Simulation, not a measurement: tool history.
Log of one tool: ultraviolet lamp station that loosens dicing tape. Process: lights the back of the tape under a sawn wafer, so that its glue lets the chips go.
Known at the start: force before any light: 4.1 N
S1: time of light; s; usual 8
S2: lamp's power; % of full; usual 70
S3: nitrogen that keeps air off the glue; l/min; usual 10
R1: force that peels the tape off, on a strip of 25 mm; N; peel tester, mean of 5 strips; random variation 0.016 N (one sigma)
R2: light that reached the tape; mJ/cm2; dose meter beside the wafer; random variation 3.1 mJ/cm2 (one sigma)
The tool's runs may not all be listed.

{"run": 1, "day": 0.0, "S1": 8, "S2": 70, "S3": 10, "R1": 0.752, "R2": 471}
{"run": 2, "day": 0.379, "S1": 8, "S2": 70, "S3": 10, "R1": 0.762, "R2": 468}
{"run": 3, "day": 0.871, "S1": 8, "S2": 70, "S3": 10, "R1": 0.734, "R2": 471}
{"run": 4, "day": 1.512, "S1": 8, "S2": 70, "S3": 10, "R1": 0.743, "R2": 476}
{"run": 5, "day": 1.929, "S1": 8, "S2": 70, "S3": 5, "R1": 1.1, "R2": 470}
{"run": 6, "day": 2.508, "S1": 8, "S2": 70, "S3": 5, "R1": 1.103, "R2": 480}
{"run": 7, "day": 2.879, "S1": 8, "S2": 70, "S3": 5, "R1": 1.083, "R2": 470}
{"run": 8, "day": 3.621, "S1": 13, "S2": 80, "S3": 7, "R1": 0.342, "R2": 876}
{"run": 9, "day": 4.271, "S1": 13, "S2": 80, "S3": 15, "R1": 0.242, "R2": 882}
{"run": 10, "day": 4.875, "S1": 13, "S2": 80, "S3": 15, "R1": 0.248, "R2": 874}
{"run": 11, "day": 5.4, "S1": 13, "S2": 80, "S3": 15, "R1": 0.242, "R2": 879}
{"run": 12, "day": 6.204, "S1": 7, "S2": 63, "S3": 10, "R1": 1.004, "R2": 370}
{"run": 13, "day": 6.708, "S1": 9, "S2": 70, "S3": 10, "R1": 0.631, "R2": 526}
{"run": 14, "day": 7.092, "S1": 9, "S2": 70, "S3": 4, "R1": 1.094, "R2": 524}

5 ways to go on from here, each from the tool as it stands after run 14. What would each give?
{"run": "A", "day": 7.692, "S1": 8, "S2": 66, "S3": 5, "R1": "?", "R2": "?"}
{"run": "B", "day": 7.692, "S1": 15, "S2": 80, "S3": 6, "R1": "?", "R2": "?"}
{"run": "C", "day": 7.692, "S1": 9, "S2": 70, "S3": 4, "R1": "?", "R2": "?"}
{"run": "D", "day": 7.692, "S1": 11, "S2": 69, "S3": 4, "R1": "?", "R2": "?"}
{"run": "E", "day": 7.692, "S1": 9, "S2": 70, "S3": 16, "R1": "?", "R2": "?"}

run=A R1=1.177 R2=441
run=B R1=0.327 R2=1009
run=C R1=1.06 R2=527
run=D R1=0.855 R2=637
run=E R1=0.46 R2=529
Without the tool's hidden state the same runs would have given:
run=A R1=1.175 R2=442
run=B R1=0.326 R2=1011
run=C R1=1.057 R2=528
run=D R1=0.853 R2=638
run=E R1=0.458 R2=530

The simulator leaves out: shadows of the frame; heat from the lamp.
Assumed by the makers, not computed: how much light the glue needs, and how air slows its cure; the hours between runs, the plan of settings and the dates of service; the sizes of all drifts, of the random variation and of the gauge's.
